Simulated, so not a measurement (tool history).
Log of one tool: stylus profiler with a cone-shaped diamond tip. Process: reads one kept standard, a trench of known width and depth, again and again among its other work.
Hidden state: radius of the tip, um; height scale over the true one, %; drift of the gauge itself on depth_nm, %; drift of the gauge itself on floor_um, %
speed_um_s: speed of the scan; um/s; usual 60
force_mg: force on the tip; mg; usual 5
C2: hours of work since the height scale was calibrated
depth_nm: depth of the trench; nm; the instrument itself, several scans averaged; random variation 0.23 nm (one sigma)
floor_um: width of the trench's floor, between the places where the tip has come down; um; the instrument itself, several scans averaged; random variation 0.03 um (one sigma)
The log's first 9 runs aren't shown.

{"run": 10, "hour": 388.5, "speed_um_s": 60, "force_mg": 5, "scans with this tip": 975, "C2": 203, "depth_nm": 1022.15, "floor_um": 95.42}
{"run": 11, "hour": 445.9, "speed_um_s": 60, "force_mg": 5, "scans with this tip": 1192, "C2": 249, "depth_nm": 1022.03, "floor_um": 95.36}
{"run": 12, "hour": 511.5, "speed_um_s": 60, "force_mg": 2.99, "scans with this tip": 1441, "C2": 301, "depth_nm": 1015.97, "floor_um": 95.22}
{"run": 13, "hour": 572.3, "speed_um_s": 60, "force_mg": 2.99, "scans with this tip": 1671, "C2": 349, "depth_nm": 1016.11, "floor_um": 95.12}
{"run": 14, "hour": 633.3, "speed_um_s": 60, "force_mg": 2.99, "scans with this tip": 1903, "C2": 397, "depth_nm": 1016.25, "floor_um": 95.03}
{"run": 15, "hour": 683.6, "speed_um_s": 60, "force_mg": 4.77, "scans with this tip": 2094, "C2": 437, "depth_nm": 1021.99, "floor_um": 95.05}
{"run": 16, "hour": 713.3, "speed_um_s": 60, "force_mg": 4.77, "scans with this tip": 2206, "C2": 460, "depth_nm": 1022.02, "floor_um": 95.03}
{"run": 17, "hour": 747.8, "speed_um_s": 60, "force_mg": 4.77, "scans with this tip": 2337, "C2": 488, "depth_nm": 1022.28, "floor_um": 94.96}
{"run": 18, "hour": 778.9, "speed_um_s": 60, "force_mg": 4.77, "scans with this tip": 2455, "C2": 512, "depth_nm": 1022.13, "floor_um": 94.94}
{"run": 19, "hour": 806.0, "speed_um_s": 60, "force_mg": 4.77, "scans with this tip": 2558, "C2": 534, "depth_nm": 1022.1, "floor_um": 94.9}
{"run": 20, "hour": 843.1, "speed_um_s": 60, "force_mg": 4.77, "scans with this tip": 2698, "C2": 563, "depth_nm": 1022.24, "floor_um": 94.82}
{"run": 21, "hour": 897.0, "speed_um_s": 60, "force_mg": 4.77, "scans with this tip": 2902, "C2": 606, "depth_nm": 1022.36, "floor_um": 94.68}
{"run": 22, "hour": 943.7, "speed_um_s": 39, "force_mg": 6.73, "scans with this tip": 3079, "C2": 643, "depth_nm": 1027.7, "floor_um": 94.73}
{"run": 23, "hour": 975.3, "speed_um_s": 52, "force_mg": 3.56, "scans with this tip": 3199, "C2": 668, "depth_nm": 1018.91, "floor_um": 94.67}
{"hour": 981.7, "done": "height scale calibrated on a step standard"}
{"run": 24, "hour": 1012.3, "speed_um_s": 65, "force_mg": 12.74, "scans with this tip": 3338, "C2": 24, "depth_nm": 1042.73, "floor_um": 94.63}
{"run": 25, "hour": 1057.1, "speed_um_s": 18, "force_mg": 14.96, "scans with this tip": 3508, "C2": 60, "depth_nm": 1047, "floor_um": 94.73}
{"run": 26, "hour": 1090.9, "speed_um_s": 221, "force_mg": 5.47, "scans with this tip": 3636, "C2": 86, "depth_nm": 1025.59, "floor_um": 93.99}
{"run": 27, "hour": 1130.9, "speed_um_s": 221, "force_mg": 5.47, "scans with this tip": 3788, "C2": 118, "depth_nm": 1025.3, "floor_um": 93.96}
{"run": 28, "hour": 1160.8, "speed_um_s": 123, "force_mg": 1.76, "scans with this tip": 3901, "C2": 142, "depth_nm": 1013.54, "floor_um": 93.93}
{"hour": 1180.9, "done": "height scale calibrated on a step standard, once more"}
{"run": 29, "hour": 1204.3, "speed_um_s": 123, "force_mg": 2.3, "scans with this tip": 4064, "C2": 19, "depth_nm": 1012.59, "floor_um": 94.01}
{"run": 30, "hour": 1251.7, "speed_um_s": 25, "force_mg": 5, "scans with this tip": 4244, "C2": 56, "depth_nm": 1021.31, "floor_um": 94.35}
{"run": 31, "hour": 1285.9, "speed_um_s": 17, "force_mg": 13.61, "scans with this tip": 4373, "C2": 83, "depth_nm": 1041.94, "floor_um": 94.42}
{"run": 32, "hour": 1344.7, "speed_um_s": 17, "force_mg": 13.61, "scans with this tip": 4596, "C2": 130, "depth_nm": 1042.06, "floor_um": 94.29}
{"run": 33, "hour": 1396.0, "speed_um_s": 17, "force_mg": 13.61, "scans with this tip": 4791, "C2": 170, "depth_nm": 1042.16, "floor_um": 94.21}

Forecast each of these 5 alternatives for the next run:
{"run": "A", "hour": 1454.4, "speed_um_s": 204, "force_mg": 2.08, "scans with this tip": 5012, "C2": 216, "depth_nm": "?", "floor_um": "?"}
{"run": "B", "hour": 1454.4, "speed_um_s": 53, "force_mg": 4.5, "scans with this tip": 5012, "C2": 216, "depth_nm": "?", "floor_um": "?"}
{"run": "C", "hour": 1454.4, "speed_um_s": 203, "force_mg": 7.28, "scans with this tip": 5012, "C2": 216, "depth_nm": "?", "floor_um": "?"}
{"run": "D", "hour": 1454.4, "speed_um_s": 48, "force_mg": 13.61, "scans with this tip": 5012, "C2": 216, "depth_nm": "?", "floor_um": "?"}
{"run": "E", "hour": 1454.4, "speed_um_s": 36, "force_mg": 8.03, "scans with this tip": 5012, "C2": 216, "depth_nm": "?", "floor_um": "?"}

run=A depth_nm=1012.7 floor_um=93.32
run=B depth_nm=1020.48 floor_um=94.04
run=C depth_nm=1028.13 floor_um=93.76
run=D depth_nm=1042.51 floor_um=94.11
run=E depth_nm=1029.62 floor_um=94.11
Without the tool's hidden state the same runs would have given:
run=A depth_nm=1012.01 floor_um=95.11
run=B depth_nm=1019.78 floor_um=95.83
run=C depth_nm=1027.42 floor_um=95.55
run=D depth_nm=1041.79 floor_um=95.91
run=E depth_nm=1028.91 floor_um=95.9
